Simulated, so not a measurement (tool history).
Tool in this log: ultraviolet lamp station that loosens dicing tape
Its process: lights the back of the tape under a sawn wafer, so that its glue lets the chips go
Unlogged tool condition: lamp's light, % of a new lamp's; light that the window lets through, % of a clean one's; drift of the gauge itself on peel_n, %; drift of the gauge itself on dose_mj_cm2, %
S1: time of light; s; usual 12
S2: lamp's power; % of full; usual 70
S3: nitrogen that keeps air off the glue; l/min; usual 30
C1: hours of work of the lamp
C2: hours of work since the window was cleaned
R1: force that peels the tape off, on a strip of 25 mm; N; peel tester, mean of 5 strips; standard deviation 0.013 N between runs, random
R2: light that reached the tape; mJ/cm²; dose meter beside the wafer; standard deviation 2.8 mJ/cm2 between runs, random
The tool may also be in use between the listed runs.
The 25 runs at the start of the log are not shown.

run    hour  S1  S2  S3   C1   C2     R1   R2
 26    1217   6  72  10  444   65   1.86  195
 27  1251.4  15  88  10  467   88  0.483  604
 28    1309  13  66  27  506  127  0.638  391
 29    1370  13  84  38  548  169  0.403  496
 30    1407  13  61  38  573  194  0.636  364
 31  1436.2  23  69  16  593  214  0.302  734
 32  1476.3   7  68  17  620  241  1.515  215
 33    1514   7  68  17  645  267  1.478  217
 34    1546  12  78  30  667  288  0.536  431
 35  1591.3   7  78  47  698  319  1.007  253

3 ways to go on from here, each from the tool as it stands after run 35. What would each give?
  A  1625.8  16  70  30  721  343   ?   ?
  B  1625.8  12  83  19  721  343   ?   ?
  C  1625.8   7  91  37  721  343   ?   ?

run     R1   R2
  A  0.406  515
  B   0.56  458
  C  0.855  293
With the hidden condition removed and each run's random variation left untouched, the same runs would have given:
run     R1   R2
  A  0.404  517
  B  0.556  460
  C   0.85  294

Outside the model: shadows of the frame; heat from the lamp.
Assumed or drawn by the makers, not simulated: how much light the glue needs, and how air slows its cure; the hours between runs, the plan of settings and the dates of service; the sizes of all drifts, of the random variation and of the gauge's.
